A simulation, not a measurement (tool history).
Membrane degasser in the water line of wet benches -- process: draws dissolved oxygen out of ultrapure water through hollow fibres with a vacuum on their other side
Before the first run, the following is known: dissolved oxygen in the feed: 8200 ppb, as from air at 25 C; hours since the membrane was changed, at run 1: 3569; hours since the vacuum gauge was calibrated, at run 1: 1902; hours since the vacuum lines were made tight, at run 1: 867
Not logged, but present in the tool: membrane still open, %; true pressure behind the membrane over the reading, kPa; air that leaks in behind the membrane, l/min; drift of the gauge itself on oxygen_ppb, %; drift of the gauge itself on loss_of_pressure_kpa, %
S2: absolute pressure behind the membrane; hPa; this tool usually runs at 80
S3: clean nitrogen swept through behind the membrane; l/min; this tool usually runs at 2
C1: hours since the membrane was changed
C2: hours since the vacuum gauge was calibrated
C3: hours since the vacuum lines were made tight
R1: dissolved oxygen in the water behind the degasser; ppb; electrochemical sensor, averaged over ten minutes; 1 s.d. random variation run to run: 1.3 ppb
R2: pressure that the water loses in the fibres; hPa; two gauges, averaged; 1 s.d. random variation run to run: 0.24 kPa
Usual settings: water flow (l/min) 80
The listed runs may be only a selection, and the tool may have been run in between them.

Run 1, hour 0: usual settings; C1 3569; C2 1902; C3 867. Result: R1 399 ppb, R2 603.2 hPa.
Run 2, hour 109.5: usual settings but water flow (l/min) 64; C1 3678; C2 2011; C3 976. Result: R1 319.7 ppb, R2 486.1 hPa.
Run 3, hour 195.7: usual settings but water flow (l/min) 52; C1 3764; C2 2098; C3 1063. Result: R1 265.1 ppb, R2 393.2 hPa.
Run 4, hour 364: usual settings but water flow (l/min) 52; C1 3933; C2 2266; C3 1231. Result: R1 264.5 ppb, R2 393 hPa.
Run 5, hour 536.7: usual settings but water flow (l/min) 96; C1 4105; C2 2439; C3 1404. Result: R1 478.4 ppb, R2 727.8 hPa.
Run 6, hour 673.1: usual settings but water flow (l/min) 96; C1 4242; C2 2575; C3 1540. Result: R1 477.3 ppb, R2 733.4 hPa.
Run 7, hour 807.8: usual settings but water flow (l/min) 50, S2 48.3 hPa, S3 4.94 l/min; C1 4376; C2 2710; C3 1675. Result: R1 41.5 ppb, R2 382.6 hPa.
Run 8, hour 967.6: usual settings but water flow (l/min) 50, S2 143.1 hPa, S3 2.17 l/min; C1 4536; C2 2869; C3 1834. Result: R1 532.6 ppb, R2 378.8 hPa.
Run 9, hour 1098.7: usual settings but water flow (l/min) 50, S2 143.1 hPa, S3 1.59 l/min; C1 4667; C2 3001; C3 1966. Result: R1 684.1 ppb, R2 381.8 hPa.
Run 10, hour 1258.7: usual settings but water flow (l/min) 58, S2 112.8 hPa, S3 3.87 l/min; C1 4827; C2 3161; C3 2126. Result: R1 277.1 ppb, R2 443.4 hPa.
Run 11, hour 1418: usual settings but water flow (l/min) 113, S2 76.5 hPa, S3 0.98 l/min; C1 4987; C2 3320; C3 2285. Result: R1 795 ppb, R2 863 hPa.

Predict each of these 5 candidate next runs independently; none follows another, all start after run 11:
Run A, hour 1595.1: usual settings but water flow (l/min) 116, S2 72.3 hPa, S3 0.98 l/min; C1 5164; C2 3497; C3 2462. Result: R1 ?, R2 ?.
Run B, hour 1595.1: usual settings but water flow (l/min) 113, S2 61.2 hPa, S3 3.92 l/min; C1 5164; C2 3497; C3 2462. Result: R1 ?, R2 ?.
Run C, hour 1595.1: usual settings but S3 3.21 l/min; C1 5164; C2 3497; C3 2462. Result: R1 ?, R2 ?.
Run D, hour 1595.1: usual settings but water flow (l/min) 122; C1 5164; C2 3497; C3 2462. Result: R1 ?, R2 ?.
Run E, hour 1595.1: usual settings but water flow (l/min) 104, S2 173.6 hPa, S3 1.13 l/min; C1 5164; C2 3497; C3 2462. Result: R1 ?, R2 ?.

run      R1     R2
  A   744.1  888.3
  B   272.3  863.9
  C   280.9  607.2
  D     625  930.6
  E  1813.4  799.6
With no hidden state in the tool, these same runs would have given:
run      R1     R2
  A   743.9  875.6
  B   272.2  851.6
  C   280.9  598.5
  D   624.9  917.3
  E  1813.4  788.2
